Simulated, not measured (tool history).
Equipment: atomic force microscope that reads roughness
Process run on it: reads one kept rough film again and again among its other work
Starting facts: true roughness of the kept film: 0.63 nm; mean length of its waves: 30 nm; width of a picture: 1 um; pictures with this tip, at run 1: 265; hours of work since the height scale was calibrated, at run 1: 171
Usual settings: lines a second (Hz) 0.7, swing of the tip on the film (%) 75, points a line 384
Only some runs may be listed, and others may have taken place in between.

run   hour  lines a second (Hz)  swing of the tip on the film (%)  points a line  pictures with this tip  hours of work since the height scale was calibrated  roughness of the kept film (nm (root mean square))
  1      0                  0.7                                75            384                     265                                                  171                                               0.569
  2    8.1                  0.7                                75            343                     282                                                  176                                               0.563
  3   19.2                  0.7                                75            548                     305                                                  183                                                0.56
      20.3  -- new tip fitted
  4   29.6                  0.7                                75            548                      19                                                  189                                               0.591
  5   38.7                  0.7                                75            548                      38                                                  195                                               0.583
  6     49                  0.7                                75            548                      59                                                  201                                               0.588
  7     56                  0.7                                86            384                      73                                                  205                                               0.575
  8   69.4                  0.7                                75            384                     101                                                  213                                               0.581
  9   76.6                  0.7                                75            384                     115                                                  218                                               0.582
 10   83.9                  0.7                                75            384                     130                                                  222                                               0.581
 11   96.3                  0.7                                75            384                     156                                                  230                                               0.575
 12  108.4                  0.7                                80            384                     181                                                  237                                               0.568
 13  119.5                  0.7                                80            384                     204                                                  244                                               0.566
 14  126.3                  0.7                                61            384                     218                                                  248                                               0.574
 15  138.1                  0.7                                61            384                     242                                                  256                                               0.577
 16  145.1                0.563                                75            384                     256                                                  260                                               0.565
 17  154.7                0.563                                75            384                     276                                                  266                                               0.569
 18  167.7                0.563                                75            384                     303                                                  274                                               0.567
     170.3  -- new tip fitted
 19  180.3                  0.7                                75            384                      20                                                  281                                                0.59
 20  193.5                  0.7                                75            617                      47                                                  289                                               0.585
 21  204.4                  0.7                                75            617                      70                                                  296                                               0.586
 22  213.4                  0.7                                75            384                      88                                                  302                                               0.583
 23  221.7                  0.7                                75            384                     105                                                  307                                               0.581
 24  228.3                  0.7                                75            384                     119                                                  311                                               0.581
 25  235.2                  0.7                                62            384                     133                                                  315                                               0.586
 26  247.4                  0.7                                62            384                     158                                                  322                                               0.584
 27  261.5                  0.7                                75            411                     187                                                  331                                                0.57
 28  270.1                2.258                                58            273                     205                                                  336                                               0.561
 29  283.2                0.892                                65            273                     232                                                  344                                               0.569
 30  292.5                0.892                                65            273                     251                                                  350                                               0.571
 31  304.8                  0.7                                66            484                     276                                                  358                                               0.581
 32    314                  0.7                                75            340                     295                                                  363                                               0.562
     320.8  -- new tip fitted
 33  324.8                  0.7                                66            552                       8                                                  370                                               0.594
 34  336.6                1.414                                75            384                      32                                                  377                                               0.575
 35  344.6                1.414                                75            384                      49                                                  382                                               0.566
 36  354.1                0.952                                80            384                      68                                                  388                                               0.572
 37  367.1                1.081                                75            888                      95                                                  396                                               0.576
     369.1  -- height scale calibrated on a step standard
 38  378.3                1.081                                75            888                     116                                                    6                                               0.576
 39    390                1.639                                87            384                     140                                                   13                                               0.524
 40  401.4                1.018                                79            384                     163                                                   20                                               0.563
 41  409.9                 1.38                                68            522                     181                                                   25                                                0.57
 42  417.8                0.896                                62            263                     197                                                   30                                               0.574
     430.8  -- height scale calibrated on a step standard, once more
 43  431.4                1.449                                78            565                     223                                                    0                                               0.552
 44  444.5                  0.7                                62            343                     250                                                    8                                               0.576

The next listed run, before its measurement:
 45  453.2                  0.7                                75            647                     268                                                   14                                                   ?

{"run 45": {"roughness of the kept film (nm (root mean square))": 0.567}}
Without the tool's hidden state the same run would have given roughness of the kept film (nm (root mean square)) 0.594.
